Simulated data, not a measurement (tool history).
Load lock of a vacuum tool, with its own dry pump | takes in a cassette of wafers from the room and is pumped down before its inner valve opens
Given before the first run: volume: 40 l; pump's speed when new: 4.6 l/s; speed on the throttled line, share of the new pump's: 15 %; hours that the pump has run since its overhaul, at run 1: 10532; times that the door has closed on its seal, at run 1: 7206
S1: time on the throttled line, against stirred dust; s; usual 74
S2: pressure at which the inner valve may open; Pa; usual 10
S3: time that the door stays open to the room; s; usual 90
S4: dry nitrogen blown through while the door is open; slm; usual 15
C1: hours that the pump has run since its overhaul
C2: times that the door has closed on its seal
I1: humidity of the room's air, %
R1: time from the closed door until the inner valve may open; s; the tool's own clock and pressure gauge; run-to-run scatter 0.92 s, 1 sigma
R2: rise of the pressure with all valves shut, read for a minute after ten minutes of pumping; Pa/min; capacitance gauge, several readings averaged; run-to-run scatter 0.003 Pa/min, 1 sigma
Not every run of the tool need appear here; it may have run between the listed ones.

{"run": 1, "hour": 0.0, "S1": 74, "S2": 10, "S3": 90, "S4": 15, "C1": 10532, "C2": 7206, "I1": 46.2, "R1": 144.0, "R2": 0.043}
{"run": 2, "hour": 136.9, "S1": 74, "S2": 10, "S3": 90, "S4": 15, "C1": 10669, "C2": 7757, "I1": 44.6, "R1": 143.6, "R2": 0.043}
{"run": 3, "hour": 323.0, "S1": 74, "S2": 10, "S3": 90, "S4": 15, "C1": 10855, "C2": 8507, "I1": 44.2, "R1": 144.8, "R2": 0.039}
{"run": 4, "hour": 539.6, "S1": 74, "S2": 9, "S3": 90, "S4": 15, "C1": 11071, "C2": 9379, "I1": 45.8, "R1": 146.9, "R2": 0.047}
{"run": 5, "hour": 713.9, "S1": 74, "S2": 9, "S3": 90, "S4": 15, "C1": 11246, "C2": 10081, "I1": 45.8, "R1": 145.4, "R2": 0.043}
{"run": 6, "hour": 858.2, "S1": 74, "S2": 9, "S3": 90, "S4": 15, "C1": 11390, "C2": 10662, "I1": 42.8, "R1": 145.4, "R2": 0.04}
{"run": 7, "hour": 964.8, "S1": 74, "S2": 9, "S3": 90, "S4": 15, "C1": 11497, "C2": 11092, "I1": 46.3, "R1": 145.2, "R2": 0.042}
{"run": 8, "hour": 1126.1, "S1": 74, "S2": 9, "S3": 90, "S4": 15, "C1": 11658, "C2": 11741, "I1": 45.9, "R1": 146.1, "R2": 0.046}
{"run": 9, "hour": 1268.1, "S1": 74, "S2": 9, "S3": 90, "S4": 15, "C1": 11800, "C2": 12313, "I1": 44.6, "R1": 145.1, "R2": 0.044}
{"run": 10, "hour": 1399.6, "S1": 74, "S2": 9, "S3": 90, "S4": 15, "C1": 11931, "C2": 12843, "I1": 41.7, "R1": 144.7, "R2": 0.039}
{"run": 11, "hour": 1637.8, "S1": 74, "S2": 9, "S3": 90, "S4": 15, "C1": 12170, "C2": 13802, "I1": 43.5, "R1": 144.9, "R2": 0.04}
{"run": 12, "hour": 1847.9, "S1": 74, "S2": 9, "S3": 90, "S4": 15, "C1": 12380, "C2": 14648, "I1": 42.4, "R1": 147.0, "R2": 0.038}
{"run": 13, "hour": 2066.6, "S1": 74, "S2": 9, "S3": 90, "S4": 15, "C1": 12598, "C2": 15529, "I1": 45.1, "R1": 146.2, "R2": 0.042}
{"run": 14, "hour": 2241.8, "S1": 74, "S2": 9, "S3": 90, "S4": 15, "C1": 12774, "C2": 16235, "I1": 44.5, "R1": 144.8, "R2": 0.046}
{"run": 15, "hour": 2414.3, "S1": 74, "S2": 9, "S3": 90, "S4": 15, "C1": 12946, "C2": 16929, "I1": 46.9, "R1": 144.2, "R2": 0.04}
{"run": 16, "hour": 2610.9, "S1": 74, "S2": 9, "S3": 26, "S4": 15, "C1": 13143, "C2": 17721, "I1": 45.7, "R1": 146.4, "R2": 0.029}
{"run": 17, "hour": 2716.0, "S1": 47, "S2": 10, "S3": 90, "S4": 15, "C1": 13248, "C2": 18144, "I1": 44.4, "R1": 121.4, "R2": 0.039}
{"run": 18, "hour": 2898.2, "S1": 47, "S2": 10, "S3": 90, "S4": 15, "C1": 13430, "C2": 18878, "I1": 46.2, "R1": 120.8, "R2": 0.046}
{"run": 19, "hour": 3102.3, "S1": 47, "S2": 10, "S3": 90, "S4": 15, "C1": 13634, "C2": 19700, "I1": 47.5, "R1": 122.1, "R2": 0.048}
{"run": 20, "hour": 3218.7, "S1": 50, "S2": 7, "S3": 66, "S4": 15, "C1": 13750, "C2": 20169, "I1": 42.2, "R1": 126.6, "R2": 0.031}
{"run": 21, "hour": 3465.0, "S1": 50, "S2": 7, "S3": 66, "S4": 15, "C1": 13997, "C2": 21161, "I1": 45.0, "R1": 127.3, "R2": 0.037}
{"run": 22, "hour": 3653.7, "S1": 50, "S2": 7, "S3": 103, "S4": 29, "C1": 14185, "C2": 21921, "I1": 43.8, "R1": 126.1, "R2": 0.029}
{"run": 23, "hour": 3835.6, "S1": 50, "S2": 9, "S3": 103, "S4": 33, "C1": 14367, "C2": 22653, "I1": 43.1, "R1": 124.7, "R2": 0.025}
{"run": 24, "hour": 3940.8, "S1": 50, "S2": 7, "S3": 103, "S4": 6, "C1": 14473, "C2": 23077, "I1": 43.8, "R1": 128.3, "R2": 0.063}
{"run": 25, "hour": 4119.9, "S1": 50, "S2": 7, "S3": 103, "S4": 6, "C1": 14652, "C2": 23798, "I1": 45.1, "R1": 127.2, "R2": 0.07}
{"run": 26, "hour": 4305.3, "S1": 50, "S2": 7, "S3": 103, "S4": 6, "C1": 14837, "C2": 24545, "I1": 47.2, "R1": 127.1, "R2": 0.067}
{"run": 27, "hour": 4479.7, "S1": 50, "S2": 7, "S3": 103, "S4": 6, "C1": 15012, "C2": 25248, "I1": 42.5, "R1": 127.6, "R2": 0.063}
{"run": 28, "hour": 4589.5, "S1": 50, "S2": 7, "S3": 103, "S4": 6, "C1": 15121, "C2": 25689, "I1": 49.0, "R1": 126.3, "R2": 0.071}
{"run": 29, "hour": 4838.0, "S1": 54, "S2": 12, "S3": 127, "S4": 12, "C1": 15370, "C2": 26690, "I1": 46.3, "R1": 126.0, "R2": 0.056}

Run 30, settings as shown, results not yet in. Your forecast:
{"run": 30, "hour": 4974.9, "S1": 124, "S2": 10, "S3": 90, "S4": 15, "C1": 15507, "C2": 27242, "I1": 45.1, "R1": "?", "R2": "?"}

R1: 187.4 s
R2: 0.040 Pa/min
Were there no unlogged condition in the tool, this run, its random variation unchanged, would have produced R1 187.4 s, R2 0.039 Pa/min.

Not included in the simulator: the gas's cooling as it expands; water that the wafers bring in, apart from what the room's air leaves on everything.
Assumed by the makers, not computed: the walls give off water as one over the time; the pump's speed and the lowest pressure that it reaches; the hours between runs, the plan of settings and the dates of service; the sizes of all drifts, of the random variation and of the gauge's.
